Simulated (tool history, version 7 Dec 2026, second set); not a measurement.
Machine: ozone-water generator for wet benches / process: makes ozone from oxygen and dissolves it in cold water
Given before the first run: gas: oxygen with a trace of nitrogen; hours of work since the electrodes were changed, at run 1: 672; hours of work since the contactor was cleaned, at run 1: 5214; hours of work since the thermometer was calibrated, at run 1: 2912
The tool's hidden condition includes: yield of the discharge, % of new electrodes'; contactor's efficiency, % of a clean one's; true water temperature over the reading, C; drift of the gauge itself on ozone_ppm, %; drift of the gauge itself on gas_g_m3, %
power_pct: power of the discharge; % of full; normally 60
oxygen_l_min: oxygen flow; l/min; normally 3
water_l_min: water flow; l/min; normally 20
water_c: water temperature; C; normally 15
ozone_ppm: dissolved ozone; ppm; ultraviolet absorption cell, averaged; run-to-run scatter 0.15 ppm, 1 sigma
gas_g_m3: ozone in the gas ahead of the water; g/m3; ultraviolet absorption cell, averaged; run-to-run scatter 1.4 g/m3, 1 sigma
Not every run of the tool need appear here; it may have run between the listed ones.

run	day	power_pct	oxygen_l_min	water_l_min	water_c	hours of work since the electrodes were changed	hours of work since the contactor was cleaned	hours of work since the thermometer was calibrated	ozone_ppm	gas_g_m3
1	0	60	3	20	15	672	5214	2912	22.3	257
2	3.304	60	3	20	15	726	5268	2966	21.9	258.4
3	5.088	80	3	20	15	755	5297	2995	26	301.2
4	8.175	80	3	20	15	805	5347	3045	25.7	298.7
5	11.479	80	3	20	15	859	5401	3099	26.2	300.9
6	13.854	60	3	20	15	898	5440	3138	22.4	258.1
7	16.088	60	3	20	15	935	5477	3174	22.1	259.2
8	18.617	60	5.14	20	15	976	5518	3216	24.5	202.9
9	21.742	60	5.14	20	11	1027	5569	3267	25.9	203.7
10	24.375	60	3	20	15	1070	5612	3310	22.1	261.9
11	27.15	60	3.22	20	15	1115	5657	3355	22.6	253.4
12	29.096	60	3.22	20	15	1147	5689	3387	22.8	253.3
13	30.658	57	3	20	15	1173	5715	3412	21.7	256.1
14	32.492	57	3	20	15	1203	5745	3442	21.5	253.6
15	34.9	57	3	20	15	1242	5784	3482	21.7	255.1
16	37.762	60	3	20	9	1289	5831	3529	23.6	262.4
17	39.733	60	3	20	9	1321	5863	3561	23.4	259.9
# day 40: gauge calibrated
18	42.467	66	2.37	18	17	1365	5908	3605	23.7	297.8
19	45.475	41	3	20	15	1415	5957	3655	18	207.8
20	47.633	53	1.64	31	9	1450	5992	3690	10.9	316.2
21	50.254	53	1.64	31	9	1493	6035	3733	10.9	317.5
22	52.842	85	1.64	31	10	1535	6077	3775	14.3	411.4
23	55.817	74	3	20	15	1584	6126	3823	24.8	291.1
24	57.5	60	1.6	20	8	1611	6153	3851	18.8	347.6
25	58.896	43	4.35	29	11	1634	6176	3874	14.7	182.1
26	61.992	43	4.35	29	14	1684	6227	3924	14.3	180.1
27	64.625	63	3.49	18	9	1728	6270	3967	27.7	248.6
28	67.825	63	3.49	18	9	1780	6322	4020	27.7	250.3
29	70.95	63	3.49	18	9	1831	6373	4071	27.4	250.5

Each row is a separate what-if for the run after 29, all from the same tool condition, not one after another. Results?
A	72.696	60	3	14	20	1859	6401	4099	?	?
B	72.696	58	3	20	15	1859	6401	4099	?	?
C	72.696	61	5.24	18	9	1859	6401	4099	?	?
D	72.696	60	3.66	20	15	1859	6401	4099	?	?

run	ozone_ppm	gas_g_m3
A	27.7	264.6
B	21.9	256.6
C	29.4	205.3
D	23.2	236.9
Without the tool's unlogged condition, the same runs would have read:
run	ozone_ppm	gas_g_m3
A	27.8	258.9
B	21.9	251.1
C	29.5	200.8
D	23.2	231.8
